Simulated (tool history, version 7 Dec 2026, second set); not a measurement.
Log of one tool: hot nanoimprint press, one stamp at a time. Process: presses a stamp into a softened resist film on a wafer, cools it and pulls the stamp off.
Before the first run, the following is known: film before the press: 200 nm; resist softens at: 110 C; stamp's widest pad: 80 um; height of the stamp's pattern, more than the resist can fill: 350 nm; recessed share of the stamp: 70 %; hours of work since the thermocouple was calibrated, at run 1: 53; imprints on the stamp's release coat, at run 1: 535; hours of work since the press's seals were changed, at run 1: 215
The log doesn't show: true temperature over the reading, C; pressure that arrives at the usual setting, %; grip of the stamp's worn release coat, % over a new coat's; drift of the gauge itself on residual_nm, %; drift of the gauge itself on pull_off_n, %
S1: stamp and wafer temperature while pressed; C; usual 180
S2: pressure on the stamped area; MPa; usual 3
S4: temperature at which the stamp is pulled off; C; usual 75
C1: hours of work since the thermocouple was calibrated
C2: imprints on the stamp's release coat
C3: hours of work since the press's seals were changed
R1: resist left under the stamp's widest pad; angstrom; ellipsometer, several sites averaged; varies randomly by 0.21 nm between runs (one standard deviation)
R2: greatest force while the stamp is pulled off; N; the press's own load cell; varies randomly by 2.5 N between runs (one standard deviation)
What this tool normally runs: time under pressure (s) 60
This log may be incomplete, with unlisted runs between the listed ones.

run 1 day=0 | S1=180 S2=3 time_under_pressure_(s)=60 S4=75 | C1=53 C2=535 C3=215 | R1=1152 R2=186
run 2 day=0.475 | S1=180 S2=3 time_under_pressure_(s)=60 S4=75 | C1=60 C2=587 C3=222 | R1=1152 R2=185
run 3 day=0.938 | S1=180 S2=3 time_under_pressure_(s)=60 S4=67 | C1=66 C2=638 C3=228 | R1=1154 R2=197
run 4 day=1.262 | S1=180 S2=3 time_under_pressure_(s)=60 S4=65 | C1=71 C2=673 C3=233 | R1=1151 R2=200
run 5 day=1.483 | S1=187 S2=3 time_under_pressure_(s)=60 S4=75 | C1=74 C2=697 C3=236 | R1=876 R2=182
run 6 day=1.938 | S1=187 S2=3 time_under_pressure_(s)=60 S4=75 | C1=80 C2=747 C3=242 | R1=881 R2=187
run 7 day=2.338 | S1=180 S2=3 time_under_pressure_(s)=60 S4=75 | C1=86 C2=791 C3=248 | R1=1149 R2=185
run 8 day=2.583 | S1=180 S2=3 time_under_pressure_(s)=60 S4=75 | C1=89 C2=818 C3=251 | R1=1151 R2=185
run 9 day=3.092 | S1=179 S2=3 time_under_pressure_(s)=60 S4=75 | C1=96 C2=873 C3=259 | R1=1186 R2=180
run 10 day=3.417 | S1=179 S2=3 time_under_pressure_(s)=60 S4=75 | C1=101 C2=909 C3=263 | R1=1187 R2=188
run 11 day=3.908 | S1=179 S2=3 time_under_pressure_(s)=60 S4=75 | C1=108 C2=962 C3=270 | R1=1182 R2=182
run 12 day=4.292 | S1=179 S2=3 time_under_pressure_(s)=60 S4=75 | C1=113 C2=1004 C3=275 | R1=1187 R2=182
run 13 day=4.508 | S1=173 S2=3.49 time_under_pressure_(s)=89 S4=74 | C1=116 C2=1028 C3=278 | R1=1247 R2=186
run 14 day=4.804 | S1=173 S2=3.49 time_under_pressure_(s)=89 S4=74 | C1=120 C2=1060 C3=283 | R1=1248 R2=185
run 15 day=5.238 | S1=191 S2=3 time_under_pressure_(s)=40 S4=75 | C1=126 C2=1108 C3=289 | R1=877 R2=185
run 16 day=5.638 | S1=191 S2=3 time_under_pressure_(s)=40 S4=75 | C1=132 C2=1151 C3=294 | R1=875 R2=188
run 17 day=5.883 | S1=186 S2=3.09 time_under_pressure_(s)=70 S4=74 | C1=136 C2=1178 C3=298 | R1=838 R2=187
run 18 day=6.417 | S1=186 S2=3.09 time_under_pressure_(s)=70 S4=74 | C1=143 C2=1237 C3=305 | R1=839 R2=188
run 19 day=6.8 | S1=180 S2=1.82 time_under_pressure_(s)=86 S4=75 | C1=148 C2=1279 C3=311 | R1=1194 R2=187
run 20 day=7.033 | S1=180 S2=2.11 time_under_pressure_(s)=60 S4=67 | C1=152 C2=1304 C3=314 | R1=1269 R2=200
run 21 day=7.538 | S1=176 S2=2.11 time_under_pressure_(s)=60 S4=67 | C1=159 C2=1359 C3=321 | R1=1428 R2=196

Here are 3 independent what-if runs from the current tool condition. What would each one return?
run A day=7.846 | S1=176 S2=4.21 time_under_pressure_(s)=72 S4=67 | C1=163 C2=1393 C3=325 | R1=? R2=?
run B day=7.846 | S1=176 S2=2.11 time_under_pressure_(s)=79 S4=67 | C1=163 C2=1393 C3=325 | R1=? R2=?
run C day=7.846 | S1=180 S2=4.8 time_under_pressure_(s)=39 S4=82 | C1=163 C2=1393 C3=325 | R1=? R2=?

run=A R1=1106 R2=199
run=B R1=1333 R2=194
run=C R1=1118 R2=171
Without the tool's hidden state the same runs would have given:
run=A R1=1126 R2=198
run=B R1=1357 R2=193
run=C R1=1138 R2=170
